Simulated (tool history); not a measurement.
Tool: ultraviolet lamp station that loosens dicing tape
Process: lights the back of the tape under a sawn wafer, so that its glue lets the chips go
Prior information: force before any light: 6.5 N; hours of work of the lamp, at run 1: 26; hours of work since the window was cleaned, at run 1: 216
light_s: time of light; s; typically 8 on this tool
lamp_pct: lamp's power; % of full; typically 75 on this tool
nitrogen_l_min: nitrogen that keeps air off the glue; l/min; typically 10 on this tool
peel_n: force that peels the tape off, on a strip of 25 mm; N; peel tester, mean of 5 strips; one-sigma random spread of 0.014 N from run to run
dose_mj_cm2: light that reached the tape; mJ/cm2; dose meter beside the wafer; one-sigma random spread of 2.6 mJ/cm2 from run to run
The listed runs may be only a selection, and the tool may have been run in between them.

| run | hour | light_s | lamp_pct | nitrogen_l_min | hours of work of the lamp | hours of work since the window was cleaned | peel_n | dose_mj_cm2 |
|---|---|---|---|---|---|---|---|---|
| 1 | 0.0 | 8 | 75 | 10 | 26 | 216 | 0.733 | 321 |
| 2 | 5.0 | 8 | 85 | 10 | 29 | 219 | 0.593 | 367 |
| 3 | 10.0 | 8 | 85 | 10 | 32 | 222 | 0.579 | 365 |
| 4 | 14.3 | 8 | 85 | 10 | 34 | 224 | 0.611 | 366 |
| 5 | 19.1 | 8 | 85 | 10 | 37 | 227 | 0.579 | 363 |
| 6 | 26.6 | 8 | 85 | 10 | 41 | 231 | 0.620 | 367 |
| 7 | 31.6 | 8 | 85 | 10 | 44 | 234 | 0.587 | 362 |
| 8 | 38.2 | 8 | 85 | 3 | 48 | 238 | 1.384 | 365 |
| 9 | 45.0 | 10 | 75 | 10 | 52 | 242 | 0.519 | 401 |
| 10 | 50.8 | 8 | 75 | 12 | 55 | 245 | 0.650 | 321 |
| 11 | 55.9 | 8 | 75 | 11 | 58 | 248 | 0.709 | 314 |
| 12 | 61.2 | 8 | 75 | 10 | 61 | 251 | 0.751 | 315 |
| 13 | 68.4 | 6 | 75 | 10 | 65 | 255 | 1.156 | 239 |
| 14 | 73.2 | 6 | 75 | 10 | 68 | 258 | 1.198 | 237 |
| 15 | 82.2 | 6 | 75 | 10 | 73 | 263 | 1.189 | 240 |
| 16 | 86.5 | 6 | 75 | 10 | 76 | 266 | 1.214 | 236 |
| 17 | 92.4 | 6 | 75 | 10 | 79 | 269 | 1.173 | 233 |
| 18 | 100.8 | 8 | 75 | 10 | 84 | 274 | 0.768 | 312 |
| 19 | 106.3 | 8 | 75 | 10 | 87 | 277 | 0.730 | 310 |
| 20 | 110.3 | 8 | 75 | 10 | 89 | 280 | 0.760 | 315 |
| 21 | 118.2 | 8 | 75 | 15 | 94 | 284 | 0.612 | 314 |
| 22 | 122.9 | 4 | 75 | 15 | 97 | 287 | 1.754 | 156 |
| 23 | 131.0 | 4 | 75 | 15 | 101 | 291 | 1.752 | 156 |
| 24 | 135.0 | 4 | 75 | 11 | 103 | 294 | 2.002 | 151 |
| 25 | 141.5 | 4 | 75 | 11 | 107 | 297 | 1.988 | 155 |
| 26 | 149.3 | 8 | 74 | 10 | 112 | 302 | 0.779 | 310 |
| 27 | 157.6 | 5 | 92 | 14 | 116 | 307 | 0.987 | 239 |
| 28 | 166.0 | 5 | 92 | 14 | 121 | 312 | 0.958 | 241 |
| 29 | 170.2 | 11 | 74 | 4 | 124 | 314 | 0.891 | 422 |
| 30 | 177.3 | 6 | 75 | 7 | 128 | 318 | 1.565 | 231 |
| 31 | 183.4 | 8 | 90 | 7 | 131 | 322 | 0.717 | 367 |
| 32 | 189.4 | 7 | 73 | 7 | 135 | 325 | 1.259 | 267 |
| 33 | 198.4 | 6 | 94 | 7 | 140 | 330 | 1.115 | 289 |
| 34 | 203.9 | 5 | 94 | 9 | 143 | 333 | 1.234 | 238 |
| 35 | 208.4 | 5 | 94 | 9 | 146 | 336 | 1.268 | 239 |
| 36 | 212.5 | 5 | 94 | 9 | 148 | 338 | 1.234 | 236 |
| 37 | 218.1 | 15 | 91 | 13 | 151 | 342 | 0.243 | 684 |
| 38 | 222.2 | 8 | 79 | 7 | 154 | 344 | 0.931 | 315 |
| 39 | 228.2 | 5 | 61 | 6 | 157 | 347 | 2.524 | 154 |

Forecast run 40:
| 40 | 236.7 | 8 | 69 | 10 | 162 | 352 | ? | ? |

Run 40 produced peel_n 0.918 N, dose_mj_cm2 276 mJ/cm2.
Minus the tool's unlogged condition, the same run would have read peel_n 0.768 N, dose_mj_cm2 307 mJ/cm2.
